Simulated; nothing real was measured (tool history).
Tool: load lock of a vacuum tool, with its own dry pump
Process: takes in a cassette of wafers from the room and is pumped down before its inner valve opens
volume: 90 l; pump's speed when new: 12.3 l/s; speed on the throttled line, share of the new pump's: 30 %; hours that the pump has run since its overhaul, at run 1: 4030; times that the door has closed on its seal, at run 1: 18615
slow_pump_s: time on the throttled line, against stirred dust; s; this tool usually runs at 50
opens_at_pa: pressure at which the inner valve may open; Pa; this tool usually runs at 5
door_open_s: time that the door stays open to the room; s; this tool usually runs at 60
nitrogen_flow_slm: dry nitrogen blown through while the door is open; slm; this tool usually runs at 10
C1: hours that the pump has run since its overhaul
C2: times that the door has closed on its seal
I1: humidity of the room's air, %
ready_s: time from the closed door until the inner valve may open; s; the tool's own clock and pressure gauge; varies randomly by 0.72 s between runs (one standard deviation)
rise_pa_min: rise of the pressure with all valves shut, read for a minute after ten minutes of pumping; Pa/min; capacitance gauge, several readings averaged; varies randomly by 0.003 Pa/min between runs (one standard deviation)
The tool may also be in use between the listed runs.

{"run": 1, "hour": 0.0, "slow_pump_s": 50, "opens_at_pa": 5, "door_open_s": 60, "nitrogen_flow_slm": 10, "C1": 4030, "C2": 18615, "I1": 44.3, "ready_s": 114, "rise_pa_min": 0.234}
{"run": 2, "hour": 106.9, "slow_pump_s": 50, "opens_at_pa": 5, "door_open_s": 60, "nitrogen_flow_slm": 10, "C1": 4137, "C2": 18934, "I1": 46.8, "ready_s": 113, "rise_pa_min": 0.228}
{"run": 3, "hour": 170.5, "slow_pump_s": 50, "opens_at_pa": 8, "door_open_s": 60, "nitrogen_flow_slm": 10, "C1": 4200, "C2": 19124, "I1": 45.1, "ready_s": 108.7, "rise_pa_min": 0.241}
{"run": 4, "hour": 281.6, "slow_pump_s": 38, "opens_at_pa": 5, "door_open_s": 60, "nitrogen_flow_slm": 10, "C1": 4312, "C2": 19455, "I1": 44, "ready_s": 105, "rise_pa_min": 0.235}
{"run": 5, "hour": 365.3, "slow_pump_s": 66, "opens_at_pa": 5, "door_open_s": 60, "nitrogen_flow_slm": 10, "C1": 4395, "C2": 19705, "I1": 45.4, "ready_s": 124.7, "rise_pa_min": 0.248}
{"run": 6, "hour": 483.2, "slow_pump_s": 66, "opens_at_pa": 5, "door_open_s": 60, "nitrogen_flow_slm": 10, "C1": 4513, "C2": 20057, "I1": 47, "ready_s": 123.5, "rise_pa_min": 0.26}
{"run": 7, "hour": 595.1, "slow_pump_s": 50, "opens_at_pa": 7, "door_open_s": 60, "nitrogen_flow_slm": 10, "C1": 4625, "C2": 20391, "I1": 40.8, "ready_s": 110.8, "rise_pa_min": 0.254}
{"run": 8, "hour": 707.0, "slow_pump_s": 50, "opens_at_pa": 5, "door_open_s": 60, "nitrogen_flow_slm": 10, "C1": 4737, "C2": 20725, "I1": 44.1, "ready_s": 114.9, "rise_pa_min": 0.258}
{"run": 9, "hour": 767.7, "slow_pump_s": 50, "opens_at_pa": 5, "door_open_s": 60, "nitrogen_flow_slm": 10, "C1": 4798, "C2": 20906, "I1": 46.1, "ready_s": 113.7, "rise_pa_min": 0.264}
{"run": 10, "hour": 859.8, "slow_pump_s": 50, "opens_at_pa": 5, "door_open_s": 60, "nitrogen_flow_slm": 10, "C1": 4890, "C2": 21181, "I1": 46.6, "ready_s": 113.5, "rise_pa_min": 0.268}
{"run": 11, "hour": 973.8, "slow_pump_s": 50, "opens_at_pa": 5, "door_open_s": 60, "nitrogen_flow_slm": 10, "C1": 5004, "C2": 21521, "I1": 44.6, "ready_s": 113.9, "rise_pa_min": 0.279}
{"run": 12, "hour": 1031.4, "slow_pump_s": 50, "opens_at_pa": 5, "door_open_s": 60, "nitrogen_flow_slm": 12, "C1": 5061, "C2": 21693, "I1": 45.2, "ready_s": 113.3, "rise_pa_min": 0.278}
{"run": 13, "hour": 1105.2, "slow_pump_s": 50, "opens_at_pa": 5, "door_open_s": 60, "nitrogen_flow_slm": 12, "C1": 5135, "C2": 21913, "I1": 44.5, "ready_s": 113.3, "rise_pa_min": 0.278}

Run 14, settings as shown, results not yet in. Your forecast:
{"run": 14, "hour": 1212.8, "slow_pump_s": 50, "opens_at_pa": 5, "door_open_s": 60, "nitrogen_flow_slm": 12, "C1": 5243, "C2": 22234, "I1": 44.1, "ready_s": "?", "rise_pa_min": "?"}

Run 14 measured ready_s 114.7 s, rise_pa_min 0.288 Pa/min.
If the tool had no hidden condition, the same run with the same run-to-run variation would have returned ready_s 109.4 s, rise_pa_min 0.028 Pa/min.
